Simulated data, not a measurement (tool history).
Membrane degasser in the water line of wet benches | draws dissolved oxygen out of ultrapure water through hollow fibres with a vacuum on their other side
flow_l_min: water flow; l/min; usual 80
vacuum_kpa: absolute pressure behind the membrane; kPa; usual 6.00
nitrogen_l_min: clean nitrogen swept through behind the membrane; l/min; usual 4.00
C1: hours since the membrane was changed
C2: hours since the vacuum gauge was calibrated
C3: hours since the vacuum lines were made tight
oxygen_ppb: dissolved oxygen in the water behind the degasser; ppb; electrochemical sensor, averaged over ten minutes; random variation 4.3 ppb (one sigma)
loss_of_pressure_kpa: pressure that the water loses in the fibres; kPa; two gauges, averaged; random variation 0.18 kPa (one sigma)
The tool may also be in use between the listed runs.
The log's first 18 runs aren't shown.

{"run": 19, "hour": 658.5, "flow_l_min": 96, "vacuum_kpa": 4.24, "nitrogen_l_min": 4.05, "C1": 2092, "C2": 1323, "C3": 2749, "oxygen_ppb": 483.5, "loss_of_pressure_kpa": 56.83}
{"run": 20, "hour": 683.7, "flow_l_min": 53, "vacuum_kpa": 4.14, "nitrogen_l_min": 8.9, "C1": 2117, "C2": 1348, "C3": 2775, "oxygen_ppb": 169.8, "loss_of_pressure_kpa": 31.29}
{"run": 21, "hour": 713.0, "flow_l_min": 53, "vacuum_kpa": 5.45, "nitrogen_l_min": 8.9, "C1": 2147, "C2": 1377, "C3": 2804, "oxygen_ppb": 186.3, "loss_of_pressure_kpa": 31.16}
{"run": 22, "hour": 751.6, "flow_l_min": 100, "vacuum_kpa": 12.86, "nitrogen_l_min": 3.53, "C1": 2185, "C2": 1416, "C3": 2842, "oxygen_ppb": 958.5, "loss_of_pressure_kpa": 59.19}
{"run": 23, "hour": 781.0, "flow_l_min": 80, "vacuum_kpa": 12.82, "nitrogen_l_min": 3.9, "C1": 2215, "C2": 1445, "C3": 2872, "oxygen_ppb": 727.9, "loss_of_pressure_kpa": 47.31}
{"run": 24, "hour": 826.2, "flow_l_min": 65, "vacuum_kpa": 10.41, "nitrogen_l_min": 3.9, "C1": 2260, "C2": 1491, "C3": 2917, "oxygen_ppb": 477.5, "loss_of_pressure_kpa": 38.66}
{"run": 25, "hour": 852.4, "flow_l_min": 71, "vacuum_kpa": 14.5, "nitrogen_l_min": 4.0, "C1": 2286, "C2": 1517, "C3": 2943, "oxygen_ppb": 681.2, "loss_of_pressure_kpa": 42.29}
{"run": 26, "hour": 881.9, "flow_l_min": 71, "vacuum_kpa": 14.5, "nitrogen_l_min": 4.0, "C1": 2316, "C2": 1546, "C3": 2973, "oxygen_ppb": 665.9, "loss_of_pressure_kpa": 41.96}
{"run": 27, "hour": 924.8, "flow_l_min": 115, "vacuum_kpa": 13.74, "nitrogen_l_min": 3.8, "C1": 2359, "C2": 1589, "C3": 3016, "oxygen_ppb": 1135.6, "loss_of_pressure_kpa": 67.89}
{"run": 28, "hour": 952.8, "flow_l_min": 115, "vacuum_kpa": 7.56, "nitrogen_l_min": 6.58, "C1": 2387, "C2": 1617, "C3": 3044, "oxygen_ppb": 707.7, "loss_of_pressure_kpa": 67.93}
{"run": 29, "hour": 985.3, "flow_l_min": 115, "vacuum_kpa": 7.56, "nitrogen_l_min": 1.64, "C1": 2419, "C2": 1650, "C3": 3076, "oxygen_ppb": 1014.0, "loss_of_pressure_kpa": 67.98}
{"run": 30, "hour": 1009.0, "flow_l_min": 115, "vacuum_kpa": 6.93, "nitrogen_l_min": 3.0, "C1": 2443, "C2": 1673, "C3": 3100, "oxygen_ppb": 822.9, "loss_of_pressure_kpa": 68.07}
{"run": 31, "hour": 1039.0, "flow_l_min": 54, "vacuum_kpa": 6.0, "nitrogen_l_min": 4.0, "C1": 2473, "C2": 1703, "C3": 3130, "oxygen_ppb": 246.0, "loss_of_pressure_kpa": 31.81}
{"run": 32, "hour": 1073.0, "flow_l_min": 54, "vacuum_kpa": 6.0, "nitrogen_l_min": 4.0, "C1": 2507, "C2": 1737, "C3": 3164, "oxygen_ppb": 248.1, "loss_of_pressure_kpa": 31.9}

3 ways to go on from here, each from the tool as it stands after run 32. What would each give?
{"run": "A", "hour": 1113.6, "flow_l_min": 80, "vacuum_kpa": 4.04, "nitrogen_l_min": 8.2, "C1": 2547, "C2": 1778, "C3": 3204, "oxygen_ppb": "?", "loss_of_pressure_kpa": "?"}
{"run": "B", "hour": 1113.6, "flow_l_min": 54, "vacuum_kpa": 6.0, "nitrogen_l_min": 2.67, "C1": 2547, "C2": 1778, "C3": 3204, "oxygen_ppb": "?", "loss_of_pressure_kpa": "?"}
{"run": "C", "hour": 1113.6, "flow_l_min": 96, "vacuum_kpa": 6.0, "nitrogen_l_min": 2.64, "C1": 2547, "C2": 1778, "C3": 3204, "oxygen_ppb": "?", "loss_of_pressure_kpa": "?"}

run=A oxygen_ppb=349.1 loss_of_pressure_kpa=47.35
run=B oxygen_ppb=288.4 loss_of_pressure_kpa=32.14
run=C oxygen_ppb=635.8 loss_of_pressure_kpa=56.94
Without the tool's hidden state the same runs would have given:
run=A oxygen_ppb=327.8 loss_of_pressure_kpa=46.53
run=B oxygen_ppb=271.0 loss_of_pressure_kpa=31.58
run=C oxygen_ppb=604.5 loss_of_pressure_kpa=55.95
